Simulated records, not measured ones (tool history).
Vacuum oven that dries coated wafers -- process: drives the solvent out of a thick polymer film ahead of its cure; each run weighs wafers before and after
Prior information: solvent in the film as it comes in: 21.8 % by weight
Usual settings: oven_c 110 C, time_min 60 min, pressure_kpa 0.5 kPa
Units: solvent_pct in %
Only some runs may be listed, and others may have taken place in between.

{"run": 1, "hour": 0.0, "oven_c": 110, "time_min": 60, "pressure_kpa": 0.5, "solvent_pct": 2.38}
{"run": 2, "hour": 24.1, "oven_c": 101, "time_min": 60, "pressure_kpa": 0.5, "solvent_pct": 4.24}
{"run": 3, "hour": 57.7, "oven_c": 101, "time_min": 60, "pressure_kpa": 0.5, "solvent_pct": 4.33}
{"run": 4, "hour": 84.9, "oven_c": 101, "time_min": 60, "pressure_kpa": 0.5, "solvent_pct": 4.26}
{"run": 5, "hour": 99.8, "oven_c": 110, "time_min": 60, "pressure_kpa": 1.374, "solvent_pct": 2.84}
{"run": 6, "hour": 118.1, "oven_c": 110, "time_min": 60, "pressure_kpa": 1.374, "solvent_pct": 2.9}
{"run": 7, "hour": 143.0, "oven_c": 110, "time_min": 60, "pressure_kpa": 0.5, "solvent_pct": 2.39}
{"run": 8, "hour": 166.4, "oven_c": 110, "time_min": 60, "pressure_kpa": 0.5, "solvent_pct": 2.43}
{"run": 9, "hour": 198.8, "oven_c": 110, "time_min": 60, "pressure_kpa": 0.657, "solvent_pct": 2.5}
{"run": 10, "hour": 217.2, "oven_c": 96, "time_min": 87, "pressure_kpa": 0.657, "solvent_pct": 3.65}
{"run": 11, "hour": 232.7, "oven_c": 121, "time_min": 34, "pressure_kpa": 0.5, "solvent_pct": 3.14}
{"run": 12, "hour": 252.7, "oven_c": 121, "time_min": 34, "pressure_kpa": 0.5, "solvent_pct": 3.05}
{"run": 13, "hour": 280.2, "oven_c": 97, "time_min": 64, "pressure_kpa": 0.633, "solvent_pct": 5.07}

For run 14, what comes out?
{"run": 14, "hour": 296.2, "oven_c": 110, "time_min": 60, "pressure_kpa": 0.551, "solvent_pct": "?"}

For run 14 the tool returned solvent_pct 2.47 %.
With the hidden condition absent and the run-to-run variation left alone, this run would have shown solvent_pct 2.46 %.

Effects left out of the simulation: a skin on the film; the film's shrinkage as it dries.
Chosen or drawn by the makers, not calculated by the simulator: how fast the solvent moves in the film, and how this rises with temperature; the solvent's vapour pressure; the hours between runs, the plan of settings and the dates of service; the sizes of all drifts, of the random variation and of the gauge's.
